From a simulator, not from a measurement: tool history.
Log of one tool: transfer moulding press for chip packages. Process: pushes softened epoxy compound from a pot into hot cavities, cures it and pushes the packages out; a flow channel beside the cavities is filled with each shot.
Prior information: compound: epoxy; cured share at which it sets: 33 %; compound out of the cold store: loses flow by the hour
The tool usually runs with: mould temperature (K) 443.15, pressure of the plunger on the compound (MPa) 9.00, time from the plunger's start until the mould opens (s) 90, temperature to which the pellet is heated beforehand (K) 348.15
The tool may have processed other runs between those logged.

run,hour,mould temperature (K),pressure of the plunger on the compound (MPa),time from the plunger's start until the mould opens (s),temperature to which the pellet is heated beforehand (K),incoming compound's hours out of the cold store,length that the compound runs in the flow channel (mm),greatest force on the pins that push the packages out (N)
1,0.0,443.15,9.00,90,348.15,21.7,541,195
2,8.6,443.15,9.00,90,348.15,36.1,495,252
3,15.5,443.15,9.00,90,348.15,30.5,514,270
4,25.0,443.15,9.00,90,348.15,37.5,489,320
5,36.3,443.15,9.00,90,348.15,33.3,503,345
6,46.4,443.15,9.00,90,348.15,32.8,501,368
# hour 53.2: cavities cleaned with cleaning compound and waxed
7,57.1,443.15,9.00,90,353.15,45.2,462,215
8,69.0,443.15,9.00,90,353.15,31.1,505,279
9,79.7,443.15,9.00,90,353.15,41.2,473,304
10,85.2,443.15,9.00,90,353.15,19.9,546,325
11,93.4,443.15,9.00,90,348.15,17.5,556,361
12,98.7,443.15,9.00,90,348.15,45.4,465,358
# hour 106.1: cavities cleaned with cleaning compound and waxed
13,107.1,451.15,9.00,90,348.15,12.8,561,191
14,114.2,443.15,9.00,80,348.15,37.6,486,287
15,124.5,443.15,9.00,80,348.15,16.5,553,362
16,136.4,443.15,9.00,90,346.15,8.7,580,346
17,142.5,443.15,9.00,90,346.15,22.7,531,344
# hour 150.8: plunger's sealing rings changed
18,152.7,443.15,9.00,90,346.15,34.4,508,369
# hour 162.0: cavities cleaned with cleaning compound and waxed
19,163.2,443.15,8.65,90,354.15,16.1,556,204
20,171.1,443.15,8.65,90,354.15,46.7,459,233
21,179.5,439.15,10.00,101,354.15,18.8,591,295
22,185.9,440.15,10.02,101,354.15,31.9,544,311
23,192.2,440.15,9.07,101,349.15,45.2,476,333
24,202.1,440.15,9.07,101,349.15,18.0,562,369
25,212.5,450.15,8.43,79,357.15,43.5,455,356
# hour 215.1: cavities cleaned with cleaning compound and waxed
26,221.6,449.15,9.32,90,348.15,17.9,566,217
27,226.6,449.15,9.32,90,348.15,29.6,527,229
28,236.7,436.15,9.00,90,348.15,27.8,530,417
29,248.0,436.15,9.00,90,348.15,41.6,484,448

Predict each of these 3 candidate next runs independently; none follows another, all start after run 29:
A,252.9,439.15,7.69,90,349.15,11.2,?,?
B,252.9,443.15,8.06,90,348.15,26.0,?,?
C,252.9,443.15,9.88,95,348.15,15.7,?,?

run,length that the compound runs in the flow channel (mm),greatest force on the pins that push the packages out (N)
A,542,420
B,501,347
C,591,343
Take away the tool's hidden state, keep each run's random variation, and the runs would have read:
run,length that the compound runs in the flow channel (mm),greatest force on the pins that push the packages out (N)
A,549,233
B,508,191
C,599,191

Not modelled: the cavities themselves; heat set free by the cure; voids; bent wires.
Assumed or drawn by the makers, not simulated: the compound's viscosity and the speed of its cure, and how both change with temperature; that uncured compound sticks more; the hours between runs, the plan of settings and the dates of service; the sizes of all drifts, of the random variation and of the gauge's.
